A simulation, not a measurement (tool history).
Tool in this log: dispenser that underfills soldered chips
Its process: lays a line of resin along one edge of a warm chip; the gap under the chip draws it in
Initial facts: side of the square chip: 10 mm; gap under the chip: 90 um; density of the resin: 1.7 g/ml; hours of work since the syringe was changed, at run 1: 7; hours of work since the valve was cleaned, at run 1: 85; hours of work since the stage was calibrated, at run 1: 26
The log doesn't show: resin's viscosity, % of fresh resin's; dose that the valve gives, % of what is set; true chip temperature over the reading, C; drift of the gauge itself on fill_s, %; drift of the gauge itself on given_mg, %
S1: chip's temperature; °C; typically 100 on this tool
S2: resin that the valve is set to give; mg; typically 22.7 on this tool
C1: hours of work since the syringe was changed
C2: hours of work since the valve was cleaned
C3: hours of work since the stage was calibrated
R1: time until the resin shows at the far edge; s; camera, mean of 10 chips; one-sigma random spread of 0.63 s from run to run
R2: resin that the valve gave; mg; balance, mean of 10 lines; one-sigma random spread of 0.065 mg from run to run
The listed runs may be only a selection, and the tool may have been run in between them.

| run | hour | S1 | S2 | C1 | C2 | C3 | R1 | R2 |
|---|---|---|---|---|---|---|---|---|
| 1 | 0.0 | 100 | 22.7 | 7 | 85 | 26 | 96.3 | 21.68 |
|  | 7.2 | dispensing valve cleaned and set on the balance |
|  | 9.0 | new syringe of resin |
| 2 | 12.5 | 100 | 22.7 | 2 | 3 | 33 | 64.9 | 22.73 |
| 3 | 23.5 | 99 | 22.7 | 10 | 11 | 41 | 124.0 | 22.63 |
|  | 28.1 | new syringe of resin |
| 4 | 33.2 | 99 | 25.2 | 3 | 17 | 47 | 74.8 | 24.98 |
| 5 | 39.3 | 114 | 22.7 | 7 | 21 | 51 | 60.7 | 22.43 |
|  | 46.9 | new syringe of resin |
| 6 | 50.9 | 114 | 22.7 | 3 | 28 | 58 | 42.7 | 22.46 |
| 7 | 56.2 | 114 | 19.8 | 6 | 32 | 62 | 57.5 | 19.54 |
| 8 | 64.5 | 100 | 22.7 | 12 | 37 | 67 | 141.2 | 22.37 |
|  | 65.9 | new syringe of resin |
| 9 | 71.4 | 100 | 22.7 | 4 | 42 | 72 | 72.1 | 22.28 |
| 10 | 80.8 | 100 | 22.7 | 10 | 48 | 78 | 116.4 | 22.22 |
|  | 84.6 | new syringe of resin |
| 11 | 90.0 | 91 | 22.7 | 4 | 54 | 84 | 104.9 | 22.17 |
| 12 | 101.5 | 100 | 19.7 | 11 | 61 | 91 | 142.1 | 19.19 |
|  | 102.8 | new syringe of resin |
| 13 | 111.3 | 114 | 22.7 | 6 | 68 | 98 | 52.6 | 22.03 |
| 14 | 116.8 | 114 | 22.7 | 9 | 71 | 101 | 70.0 | 21.90 |
|  | 121.1 | new syringe of resin |
| 15 | 125.0 | 114 | 22.7 | 3 | 77 | 107 | 42.2 | 21.88 |
| 16 | 134.6 | 87 | 22.7 | 9 | 83 | 113 | 182.4 | 21.79 |
|  | 139.5 | new syringe of resin |
|  | 145.2 | dispensing valve cleaned and set on the balance |
| 17 | 146.5 | 87 | 22.7 | 4 | 1 | 120 | 124.3 | 22.66 |
| 18 | 153.4 | 87 | 27.7 | 9 | 5 | 125 | 173.8 | 27.57 |
|  | 158.7 | new syringe of resin |
| 19 | 159.9 | 111 | 25.9 | 1 | 10 | 129 | 38.8 | 25.79 |
| 20 | 167.7 | 104 | 22.7 | 6 | 15 | 134 | 74.8 | 22.51 |
|  | 177.4 | new syringe of resin |
| 21 | 177.5 | 92 | 22.7 | 0 | 21 | 140 | 76.7 | 22.46 |
| 22 | 185.1 | 92 | 22.7 | 5 | 26 | 145 | 110.1 | 22.48 |
| 23 | 190.6 | 101 | 25.8 | 9 | 30 | 149 | 104.5 | 25.51 |
|  | 195.9 | new syringe of resin |
| 24 | 199.3 | 101 | 25.8 | 2 | 35 | 154 | 64.1 | 25.37 |
| 25 | 205.0 | 95 | 20.7 | 6 | 39 | 158 | 110.0 | 20.26 |
|  | 214.7 | new syringe of resin |
| 26 | 215.6 | 95 | 20.7 | 1 | 46 | 165 | 73.3 | 20.21 |
| 27 | 225.8 | 95 | 20.7 | 7 | 53 | 172 | 122.7 | 20.15 |
|  | 233.1 | new syringe of resin |
| 28 | 233.9 | 95 | 20.7 | 1 | 58 | 177 | 71.8 | 20.11 |
| 29 | 240.6 | 95 | 20.7 | 5 | 62 | 181 | 102.1 | 20.02 |
| 30 | 250.7 | 100 | 23.7 | 12 | 69 | 188 | 140.1 | 22.92 |
|  | 252.1 | new syringe of resin |
| 31 | 256.6 | 100 | 23.7 | 3 | 72 | 192 | 71.5 | 22.82 |
| 32 | 262.0 | 92 | 28.6 | 7 | 76 | 195 | 124.8 | 27.57 |
|  | 270.7 | new syringe of resin |
| 33 | 270.7 | 92 | 28.6 | 0 | 82 | 201 | 75.1 | 27.49 |
| 34 | 280.8 | 88 | 23.2 | 7 | 88 | 207 | 148.3 | 22.21 |
|  | 282.8 | dispensing valve cleaned and set on the balance |
|  | 290.1 | new syringe of resin |
| 35 | 290.1 | 101 | 28.9 | 0 | 5 | 213 | 52.5 | 28.75 |
| 36 | 297.1 | 101 | 28.9 | 5 | 9 | 217 | 74.9 | 28.83 |

Consider 4 possible next runs. They are alternatives, not a sequence: every one starts from the tool as it was left by run 36. What does each give?
| A | 307.4 | 112 | 28.9 | 11 | 16 | 224 | ? | ? |
| B | 307.4 | 100 | 20.1 | 11 | 16 | 224 | ? | ? |
| C | 307.4 | 101 | 23.3 | 11 | 16 | 224 | ? | ? |
| D | 307.4 | 102 | 24.5 | 11 | 16 | 224 | ? | ? |

| run | R1 | R2 |
|---|---|---|
| A | 87.2 | 28.62 |
| B | 140.9 | 20.04 |
| C | 130.3 | 23.01 |
| D | 128.4 | 24.30 |
The same runs, with their run-to-run variation unchanged, on a tool lacking any hidden condition would have given:
| run | R1 | R2 |
|---|---|---|
| A | 35.0 | 28.85 |
| B | 56.3 | 20.20 |
| C | 52.2 | 23.19 |
| D | 51.8 | 24.49 |
